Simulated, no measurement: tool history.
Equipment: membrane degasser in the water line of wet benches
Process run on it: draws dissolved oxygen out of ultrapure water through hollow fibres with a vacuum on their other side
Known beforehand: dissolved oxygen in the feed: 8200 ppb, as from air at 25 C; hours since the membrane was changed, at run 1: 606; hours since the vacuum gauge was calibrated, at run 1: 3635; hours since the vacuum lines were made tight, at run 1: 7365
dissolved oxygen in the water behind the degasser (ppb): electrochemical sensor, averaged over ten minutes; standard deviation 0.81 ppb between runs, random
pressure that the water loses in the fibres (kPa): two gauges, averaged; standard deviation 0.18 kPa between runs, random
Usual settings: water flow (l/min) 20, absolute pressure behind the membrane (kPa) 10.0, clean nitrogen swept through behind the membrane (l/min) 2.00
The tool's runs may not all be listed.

| run | hour | water flow (l/min) | absolute pressure behind the membrane (kPa) | clean nitrogen swept through behind the membrane (l/min) | hours since the membrane was changed | hours since the vacuum gauge was calibrated | hours since the vacuum lines were made tight | dissolved oxygen in the water behind the degasser (ppb) | pressure that the water loses in the fibres (kPa) |
|---|---|---|---|---|---|---|---|---|---|
| 1 | 0.0 | 20 | 10.0 | 2.00 | 606 | 3635 | 7365 | 168.9 | 33.70 |
| 2 | 87.6 | 32 | 10.0 | 2.00 | 693 | 3722 | 7452 | 296.4 | 54.08 |
| 3 | 149.5 | 32 | 10.0 | 2.00 | 755 | 3784 | 7514 | 293.4 | 53.46 |
| 4 | 195.9 | 14 | 10.0 | 2.00 | 802 | 3831 | 7561 | 117.0 | 23.32 |
| 5 | 259.1 | 14 | 10.0 | 2.00 | 865 | 3894 | 7624 | 116.7 | 23.56 |
| 6 | 328.5 | 14 | 10.0 | 2.00 | 934 | 3963 | 7693 | 117.9 | 23.64 |
| 7 | 398.4 | 14 | 10.0 | 4.16 | 1004 | 4033 | 7763 | 59.6 | 23.69 |
| 8 | 485.5 | 14 | 10.0 | 4.16 | 1091 | 4120 | 7850 | 59.3 | 23.43 |
| 9 | 536.7 | 14 | 10.0 | 4.16 | 1143 | 4171 | 7901 | 59.3 | 23.50 |
| 10 | 581.7 | 20 | 10.0 | 2.00 | 1188 | 4216 | 7946 | 171.6 | 33.67 |
| 11 | 658.7 | 12 | 10.0 | 2.00 | 1265 | 4293 | 8023 | 101.9 | 20.47 |
| 12 | 739.6 | 20 | 10.0 | 2.00 | 1346 | 4374 | 8104 | 169.4 | 33.87 |
| 13 | 791.6 | 20 | 10.0 | 2.00 | 1398 | 4426 | 8156 | 171.3 | 33.87 |
| 14 | 882.4 | 13 | 10.0 | 2.00 | 1488 | 4517 | 8247 | 110.9 | 22.25 |
| 15 | 985.1 | 20 | 10.0 | 2.00 | 1591 | 4620 | 8350 | 171.3 | 33.53 |
| 16 | 1044.3 | 20 | 10.0 | 4.48 | 1650 | 4679 | 8409 | 83.8 | 34.08 |
| 17 | 1133.7 | 20 | 10.0 | 4.48 | 1740 | 4768 | 8498 | 84.9 | 33.79 |
| 18 | 1210.0 | 20 | 17.4 | 2.00 | 1816 | 4845 | 8575 | 338.2 | 33.93 |
| 19 | 1277.8 | 20 | 10.0 | 5.19 | 1884 | 4912 | 8642 | 74.2 | 34.20 |
| 20 | 1345.5 | 20 | 10.0 | 5.19 | 1951 | 4980 | 8710 | 75.2 | 34.03 |
| 21 | 1406.5 | 27 | 10.0 | 3.67 | 2012 | 5041 | 8771 | 150.4 | 45.53 |
| 22 | 1451.1 | 12 | 14.4 | 2.00 | 2057 | 5086 | 8816 | 165.7 | 20.51 |
| 23 | 1554.6 | 16 | 10.4 | 2.06 | 2161 | 5189 | 8919 | 139.6 | 27.28 |

Estimate the outcome of run 24 from the log above:
| 24 | 1624.3 | 20 | 9.8 | 2.83 | 2230 | 5259 | 8989 | ? | ? |

Logged for run 24: dissolved oxygen in the water behind the degasser (ppb) 123.1, pressure that the water loses in the fibres (kPa) 33.80.
Without the tool's hidden state the same run would have given dissolved oxygen in the water behind the degasser (ppb) 118.2, pressure that the water loses in the fibres (kPa) 33.34.

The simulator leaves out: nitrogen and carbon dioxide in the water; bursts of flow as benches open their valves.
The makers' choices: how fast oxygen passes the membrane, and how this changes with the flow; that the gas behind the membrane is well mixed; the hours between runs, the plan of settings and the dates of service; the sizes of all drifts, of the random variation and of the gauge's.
